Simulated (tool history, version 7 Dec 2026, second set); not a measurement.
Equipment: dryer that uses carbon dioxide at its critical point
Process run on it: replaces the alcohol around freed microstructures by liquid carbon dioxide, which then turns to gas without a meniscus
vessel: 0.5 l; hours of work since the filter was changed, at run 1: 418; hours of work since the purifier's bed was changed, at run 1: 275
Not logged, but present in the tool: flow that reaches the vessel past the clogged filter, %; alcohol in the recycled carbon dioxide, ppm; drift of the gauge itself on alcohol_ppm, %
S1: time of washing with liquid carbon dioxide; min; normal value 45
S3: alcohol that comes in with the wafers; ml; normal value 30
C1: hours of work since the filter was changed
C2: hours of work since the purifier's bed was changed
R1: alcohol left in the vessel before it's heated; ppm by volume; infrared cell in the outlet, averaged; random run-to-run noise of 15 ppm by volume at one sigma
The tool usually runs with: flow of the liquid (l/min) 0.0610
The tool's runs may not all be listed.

Run 1, hour 0.0: usual settings; C1 418; C2 275. Result: R1 1500 ppm by volume.
Run 2, hour 17.9: usual settings; C1 431; C2 288. Result: R1 1530 ppm by volume.
Run 3, hour 28.1: usual settings; C1 438; C2 296. Result: R1 1522 ppm by volume.
Run 4, hour 44.4: usual settings; C1 450; C2 308. Result: R1 1550 ppm by volume.
Run 5, hour 58.4: usual settings; C1 461; C2 318. Result: R1 1635 ppm by volume.
Run 6, hour 68.0: usual settings; C1 468; C2 325. Result: R1 1589 ppm by volume.
Run 7, hour 88.5: usual settings; C1 483; C2 340. Result: R1 1602 ppm by volume.
Run 8, hour 102.8: usual settings but S1 49 min, flow of the liquid (l/min) 0.0849; C1 493; C2 350. Result: R1 331 ppm by volume.
Run 9, hour 117.6: usual settings but S1 38 min, flow of the liquid (l/min) 0.0849; C1 504; C2 361. Result: R1 928 ppm by volume.
Run 10, hour 126.8: usual settings but S1 40 min; C1 510; C2 368. Result: R1 2464 ppm by volume.
Run 11, hour 135.6: usual settings but S1 40 min; C1 517; C2 374. Result: R1 2477 ppm by volume.
Run 12, hour 144.9: usual settings but S1 40 min; C1 524; C2 381. Result: R1 2498 ppm by volume.
Run 13, hour 155.5: usual settings but S1 54 min, flow of the liquid (l/min) 0.0412, S3 42 ml; C1 531; C2 389. Result: R1 4662 ppm by volume.

Pick out some run-to-run changes in R1. Of each, how much would a tool without hidden state show as well, from the settings, what came in and chance, and how much is left for the hidden state and any gauge scatter not in both results compared?
Run 12 -> 13: S1 40 -> 54, flow of the liquid (l/min) 0.0610 -> 0.0412, S3 30 -> 42. R1 +2164 ppm by volume: hidden state +689, all else +1475.

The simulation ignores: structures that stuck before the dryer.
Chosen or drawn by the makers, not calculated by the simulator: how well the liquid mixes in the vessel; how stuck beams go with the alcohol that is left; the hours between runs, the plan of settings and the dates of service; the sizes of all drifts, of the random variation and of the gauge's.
